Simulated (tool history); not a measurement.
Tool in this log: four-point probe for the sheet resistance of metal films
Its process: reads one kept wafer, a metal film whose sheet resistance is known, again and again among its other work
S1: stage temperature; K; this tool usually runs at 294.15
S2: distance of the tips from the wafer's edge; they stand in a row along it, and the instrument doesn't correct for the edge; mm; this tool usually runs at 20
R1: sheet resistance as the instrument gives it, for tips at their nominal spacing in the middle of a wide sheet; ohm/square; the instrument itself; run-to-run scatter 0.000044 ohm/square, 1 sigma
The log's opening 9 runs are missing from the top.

run	hour	S1	S2	R1
10	175.8	294.15	3	0.228100
11	189.3	294.15	3	0.228175
12	212.0	294.15	3	0.228191
13	236.9	294.15	11	0.216894
14	264.7	294.15	20	0.216193
15	281.1	294.15	3	0.228000
16	308.4	294.15	3	0.228041
17	336.1	294.15	3	0.227911
18	354.3	294.15	3	0.228005
19	378.2	293.15	28	0.216136
20	395.6	299.15	56	0.215302
21	416.0	302.15	25	0.215050
22	432.2	304.15	5	0.219161
23	454.1	295.15	60	0.215703
24	478.6	297.15	21	0.215604
25	491.7	294.15	24	0.215959
26	504.2	302.15	13	0.215476
27	527.1	302.15	13	0.215394
28	543.6	298.15	31	0.215383
29	566.8	300.15	13	0.215671
30	593.1	302.15	41	0.214793
31	619.9	294.15	7	0.217845
32	637.8	293.15	54	0.215711
33	653.4	291.15	54	0.215896

Forecast each of these 5 alternatives for the next run:
A	680.6	296.15	20	?
B	680.6	302.15	8	?
C	680.6	296.15	20	?
D	680.6	300.15	54	?
E	680.6	292.15	57	?

run	R1
A	0.215618
B	0.216367
C	0.215542
D	0.214877
E	0.215827
What these runs would have given with no unlogged condition in the tool:
run	R1
A	0.217641
B	0.218394
C	0.217564
D	0.216892
E	0.217853
